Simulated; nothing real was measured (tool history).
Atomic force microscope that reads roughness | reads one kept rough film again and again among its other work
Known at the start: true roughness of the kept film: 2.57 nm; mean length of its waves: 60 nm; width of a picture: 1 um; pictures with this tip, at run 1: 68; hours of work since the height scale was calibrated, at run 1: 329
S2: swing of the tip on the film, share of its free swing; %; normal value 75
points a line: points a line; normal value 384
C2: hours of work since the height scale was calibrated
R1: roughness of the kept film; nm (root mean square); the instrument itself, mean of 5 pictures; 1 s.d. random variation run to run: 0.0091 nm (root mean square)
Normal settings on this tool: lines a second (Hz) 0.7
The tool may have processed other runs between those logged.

{"run": 1, "hour": 0.0, "lines a second (Hz)": 0.7, "S2": 75, "points a line": 384, "pictures with this tip": 68, "C2": 329, "R1": 2.445}
{"hour": 4.6, "done": "new tip fitted"}
{"run": 2, "hour": 33.2, "lines a second (Hz)": 0.893, "S2": 75, "points a line": 384, "pictures with this tip": 45, "C2": 345, "R1": 2.419}
{"hour": 52.4, "done": "new tip fitted"}
{"run": 3, "hour": 78.6, "lines a second (Hz)": 0.893, "S2": 75, "points a line": 384, "pictures with this tip": 42, "C2": 367, "R1": 2.445}
{"hour": 99.9, "done": "new tip fitted"}
{"run": 4, "hour": 126.0, "lines a second (Hz)": 0.7, "S2": 75, "points a line": 384, "pictures with this tip": 41, "C2": 391, "R1": 2.439}
{"hour": 146.1, "done": "new tip fitted"}
{"run": 5, "hour": 155.1, "lines a second (Hz)": 0.7, "S2": 75, "points a line": 384, "pictures with this tip": 15, "C2": 405, "R1": 2.445}
{"run": 6, "hour": 182.3, "lines a second (Hz)": 0.7, "S2": 69, "points a line": 386, "pictures with this tip": 58, "C2": 418, "R1": 2.464}
{"hour": 193.0, "done": "new tip fitted"}
{"hour": 239.4, "done": "new tip fitted"}
{"run": 7, "hour": 239.4, "lines a second (Hz)": 0.7, "S2": 88, "points a line": 321, "pictures with this tip": 0, "C2": 446, "R1": 2.4}
{"run": 8, "hour": 277.3, "lines a second (Hz)": 1.041, "S2": 75, "points a line": 384, "pictures with this tip": 60, "C2": 465, "R1": 2.416}
{"hour": 287.2, "done": "new tip fitted"}
{"run": 9, "hour": 303.7, "lines a second (Hz)": 1.483, "S2": 79, "points a line": 384, "pictures with this tip": 26, "C2": 478, "R1": 2.348}
{"hour": 335.9, "done": "new tip fitted"}
{"run": 10, "hour": 362.4, "lines a second (Hz)": 1.483, "S2": 79, "points a line": 384, "pictures with this tip": 42, "C2": 507, "R1": 2.343}

Forecast each of these 5 alternatives for the next run:
{"hour": 382.4, "done": "new tip fitted"}
{"run": "A", "hour": 420.1, "lines a second (Hz)": 1.265, "S2": 79, "points a line": 384, "pictures with this tip": 60, "C2": 535, "R1": "?"}
{"hour": 382.4, "done": "new tip fitted"}
{"run": "B", "hour": 420.1, "lines a second (Hz)": 2.539, "S2": 79, "points a line": 384, "pictures with this tip": 60, "C2": 535, "R1": "?"}
{"hour": 382.4, "done": "new tip fitted"}
{"run": "C", "hour": 420.1, "lines a second (Hz)": 1.483, "S2": 67, "points a line": 861, "pictures with this tip": 60, "C2": 535, "R1": "?"}
{"hour": 382.4, "done": "new tip fitted"}
{"run": "D", "hour": 420.1, "lines a second (Hz)": 1.483, "S2": 79, "points a line": 621, "pictures with this tip": 60, "C2": 535, "R1": "?"}
{"hour": 382.4, "done": "new tip fitted"}
{"run": "E", "hour": 420.1, "lines a second (Hz)": 0.782, "S2": 64, "points a line": 668, "pictures with this tip": 60, "C2": 535, "R1": "?"}

run=A R1=2.368
run=B R1=2.224
run=C R1=2.447
run=D R1=2.364
run=E R1=2.477
With the hidden condition removed and each run's random variation left untouched, the same runs would have given:
run=A R1=2.374
run=B R1=2.23
run=C R1=2.453
run=D R1=2.37
run=E R1=2.483

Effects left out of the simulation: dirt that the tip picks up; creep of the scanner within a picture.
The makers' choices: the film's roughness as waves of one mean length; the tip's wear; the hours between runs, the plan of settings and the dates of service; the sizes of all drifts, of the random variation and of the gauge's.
